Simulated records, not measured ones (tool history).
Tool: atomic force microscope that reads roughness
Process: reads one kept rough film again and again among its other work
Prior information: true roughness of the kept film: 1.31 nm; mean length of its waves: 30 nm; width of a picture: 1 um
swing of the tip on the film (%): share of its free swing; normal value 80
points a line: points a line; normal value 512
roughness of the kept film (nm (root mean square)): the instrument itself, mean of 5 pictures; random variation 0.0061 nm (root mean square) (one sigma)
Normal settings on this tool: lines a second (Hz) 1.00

run   hour  lines a second (Hz)  swing of the tip on the film (%)  points a line  roughness of the kept film (nm (root mean square))
  1    0.0                 1.00                                80            512                                               1.094
  2   27.1                 1.00                                64            512                                               1.099
  3   39.7                 1.00                                80            652                                               1.037
      46.4  -- new tip fitted
  4   65.0                 1.00                                80            652                                               1.098
  5   87.3                 1.00                                80            512                                               1.080
     111.1  -- new tip fitted
  6  115.7                 1.00                                80            512                                               1.122
  7  136.3                 1.00                                80            319                                               1.097
  8  149.6                 1.00                                80            319                                               1.064
     152.1  -- height scale calibrated on a step standard
     177.5  -- new tip fitted
  9  179.6                 1.00                                80            263                                               1.108
 10  201.0                 3.71                                65            688                                               1.044

Forecast run 11:
 11  214.1                 3.71                                65            688                                                   ?

roughness of the kept film (nm (root mean square)): 1.029
Had the tool carried no hidden state, the very same run would have given roughness of the kept film (nm (root mean square)) 1.091.
